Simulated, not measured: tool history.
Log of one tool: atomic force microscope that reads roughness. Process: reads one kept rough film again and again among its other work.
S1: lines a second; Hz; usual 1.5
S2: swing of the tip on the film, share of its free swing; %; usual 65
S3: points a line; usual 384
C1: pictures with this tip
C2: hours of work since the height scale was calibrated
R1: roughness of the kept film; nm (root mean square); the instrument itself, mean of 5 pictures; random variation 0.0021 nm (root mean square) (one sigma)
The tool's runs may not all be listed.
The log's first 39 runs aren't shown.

At hour 1975.6: new tip fitted.
Run 40, hour 1988.1: usual settings but S1 0.55 Hz, S2 71 %, S3 587; C1 18; C2 301. Result: R1 1.279 nm (root mean square).
Run 41, hour 2031.8: usual settings but S1 0.73 Hz, S3 452; C1 82; C2 323. Result: R1 1.275 nm (root mean square).
Run 42, hour 2099.7: usual settings but S2 57 %; C1 182; C2 357. Result: R1 1.258 nm (root mean square).
Run 43, hour 2142.3: usual settings but S2 57 %; C1 244; C2 379. Result: R1 1.257 nm (root mean square).
Run 44, hour 2173.9: usual settings but S2 57 %; C1 290; C2 395. Result: R1 1.25 nm (root mean square).
Run 45, hour 2208.3: usual settings but S1 0.58 Hz, S2 57 %, S3 940; C1 340; C2 412. Result: R1 1.279 nm (root mean square).
Run 46, hour 2245.3: usual settings but S1 3.73 Hz; C1 394; C2 431. Result: R1 1.128 nm (root mean square).
At hour 2251.5: new tip fitted.
Run 47, hour 2305.8: usual settings but S3 422; C1 79; C2 461. Result: R1 1.24 nm (root mean square).
Run 48, hour 2358.9: usual settings but S2 81 %, S3 281; C1 157; C2 488. Result: R1 1.151 nm (root mean square).
Run 49, hour 2409.1: usual settings but S2 81 %, S3 281; C1 230; C2 513. Result: R1 1.146 nm (root mean square).
Run 50, hour 2470.6: usual settings but S3 1009; C1 320; C2 544. Result: R1 1.224 nm (root mean square).
Run 51, hour 2516.5: usual settings but S3 1009; C1 387; C2 567. Result: R1 1.219 nm (root mean square).
At hour 2528.7: new tip fitted.
Run 52, hour 2570.1: usual settings but S1 0.54 Hz, S2 64 %, S3 356; C1 60; C2 594. Result: R1 1.29 nm (root mean square).

4 ways to go on from here, each from the tool as it stands after run 52. What would each give?
Run A, hour 2603.6: usual settings but S1 0.52 Hz, S2 64 %, S3 356; C1 109; C2 611. Result: R1 ?.
Run B, hour 2603.6: usual settings but S1 0.54 Hz, S2 64 %, S3 412; C1 109; C2 611. Result: R1 ?.
Run C, hour 2603.6: usual settings but S1 0.7 Hz, S3 597; C1 109; C2 611. Result: R1 ?.
Run D, hour 2603.6: usual settings but S1 0.54 Hz, S2 64 %, S3 857; C1 109; C2 611. Result: R1 ?.

run     R1
  A  1.283
  B  1.284
  C  1.277
  D  1.288
Without the tool's hidden state the same runs would have given:
run     R1
  A  1.289
  B   1.29
  C  1.282
  D  1.294
